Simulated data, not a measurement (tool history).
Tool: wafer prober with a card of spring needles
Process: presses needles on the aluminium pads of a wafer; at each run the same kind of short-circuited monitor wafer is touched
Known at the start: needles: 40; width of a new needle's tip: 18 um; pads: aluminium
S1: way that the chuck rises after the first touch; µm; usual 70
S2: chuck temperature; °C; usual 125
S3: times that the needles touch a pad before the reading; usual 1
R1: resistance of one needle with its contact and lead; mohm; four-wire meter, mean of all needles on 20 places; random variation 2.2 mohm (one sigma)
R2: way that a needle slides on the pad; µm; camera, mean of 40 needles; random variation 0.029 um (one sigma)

run 1 hour=0.0 | S1=70 S2=125 S3=1 | R1=251 R2=10.36
-- hour=5.5 tips cleaned on abrasive film
run 2 hour=9.8 | S1=70 S2=125 S3=1 | R1=255 R2=10.35
-- hour=14.8 tips cleaned on abrasive film
run 3 hour=21.4 | S1=70 S2=125 S3=1 | R1=253 R2=10.37
-- hour=23.8 tips cleaned on abrasive film
run 4 hour=30.2 | S1=70 S2=125 S3=1 | R1=251 R2=10.37
-- hour=33.1 tips cleaned on abrasive film
run 5 hour=40.0 | S1=70 S2=125 S3=1 | R1=249 R2=10.41
-- hour=42.3 tips cleaned on abrasive film
run 6 hour=47.4 | S1=70 S2=125 S3=1 | R1=252 R2=10.40
-- hour=51.3 tips cleaned on abrasive film
run 7 hour=52.9 | S1=69 S2=43 S3=1 | R1=228 R2=10.24
-- hour=60.5 tips cleaned on abrasive film
run 8 hour=63.3 | S1=70 S2=32 S3=1 | R1=227 R2=10.43
-- hour=69.5 tips cleaned on abrasive film
run 9 hour=73.3 | S1=89 S2=86 S3=2 | R1=236 R2=13.33
-- hour=78.6 tips cleaned on abrasive film
run 10 hour=78.6 | S1=89 S2=86 S3=2 | R1=234 R2=13.32
run 11 hour=83.9 | S1=56 S2=56 S3=2 | R1=241 R2=8.35
-- hour=87.6 tips cleaned on abrasive film
run 12 hour=95.8 | S1=70 S2=41 S3=2 | R1=228 R2=10.45

3 ways to go on from here, each from the tool as it stands after run 12. What would each give?
-- hour=96.6 tips cleaned on abrasive film
run A hour=104.8 | S1=70 S2=41 S3=3 | R1=? R2=?
-- hour=96.6 tips cleaned on abrasive film
run B hour=104.8 | S1=81 S2=46 S3=2 | R1=? R2=?
-- hour=96.6 tips cleaned on abrasive film
run C hour=104.8 | S1=70 S2=125 S3=2 | R1=? R2=?

run=A R1=227 R2=10.44
run=B R1=228 R2=12.02
run=C R1=251 R2=10.37
Without the tool's hidden state the same runs would have given:
run=A R1=227 R2=10.35
run=B R1=228 R2=11.91
run=C R1=251 R2=10.27
